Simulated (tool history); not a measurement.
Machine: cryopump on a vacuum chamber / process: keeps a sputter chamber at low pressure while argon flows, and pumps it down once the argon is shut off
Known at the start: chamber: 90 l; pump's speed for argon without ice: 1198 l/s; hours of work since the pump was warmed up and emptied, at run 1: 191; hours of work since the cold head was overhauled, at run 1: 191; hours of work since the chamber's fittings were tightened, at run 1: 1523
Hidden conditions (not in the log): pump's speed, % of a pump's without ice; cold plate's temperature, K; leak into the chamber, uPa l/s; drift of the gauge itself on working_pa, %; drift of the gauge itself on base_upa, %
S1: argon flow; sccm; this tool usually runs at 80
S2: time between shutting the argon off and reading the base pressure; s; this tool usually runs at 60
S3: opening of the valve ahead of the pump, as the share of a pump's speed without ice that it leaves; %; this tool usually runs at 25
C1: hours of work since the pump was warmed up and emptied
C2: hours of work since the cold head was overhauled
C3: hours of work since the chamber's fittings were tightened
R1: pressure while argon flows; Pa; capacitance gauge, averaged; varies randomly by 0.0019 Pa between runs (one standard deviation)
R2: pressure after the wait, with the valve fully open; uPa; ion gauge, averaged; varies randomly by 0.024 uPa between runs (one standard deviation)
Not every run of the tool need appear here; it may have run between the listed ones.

run   hour   S1  S2  S3   C1   C2    C3      R1    R2
  1      0   80  60  25  191  191  1523  0.4578  1.47
  2   14.7  115  60  25  201  201  1534  0.6604  1.53
  3   30.8  115  60  25  213  213  1545  0.6615  1.56
  4     48   82  60  25  225  225  1557  0.4724  1.54
  5   58.3   82  60  41  232  232  1564  0.2925  1.51
  6     70   80  60  25  240  240  1573  0.4606  1.54
  7   82.3   80  60  25  249  249  1581  0.4627  1.58
  8  104.8   80  60  25  265  265  1597  0.4624  1.56
  9  128.7   80  60  25  282  282  1614  0.4661  1.55
 10  143.5   84  60  25  292  292  1624  0.4871  1.61
 11  163.4   84  60  25  306  306  1639  0.4893  1.61
 12  187.4   84  60  25  323  323  1655  0.4888  1.62
 13  202.3  131  60  25  333  333  1666  0.7628  1.64
 14  221.2   96  60  16  347  347  1679  0.8665  1.63
 15    234   78  60  16  356  356  1688  0.7003   1.7
 16  244.2   78  60  16  363  363  1695  0.7076  1.67
 17  260.3   78  60  16  374  374  1707  0.7061  1.68
 18  272.8   47  60  25  383  383  1716  0.2757  1.64
 19  294.1   35  60  43  398  398  1731  0.1226  1.67
 20  307.1   34  60  25  407  407  1740  0.2005  1.65

The next listed run, before its measurement:
 21  321.8  114  60  28  418  418  1750   ?   ?

{"run 21": {"R1": 0.6006, "R2": 1.71}}
On a tool with no hidden condition, and with the same random variation, this run would have come out at R1 0.5734 Pa, R2 0.86 uPa.
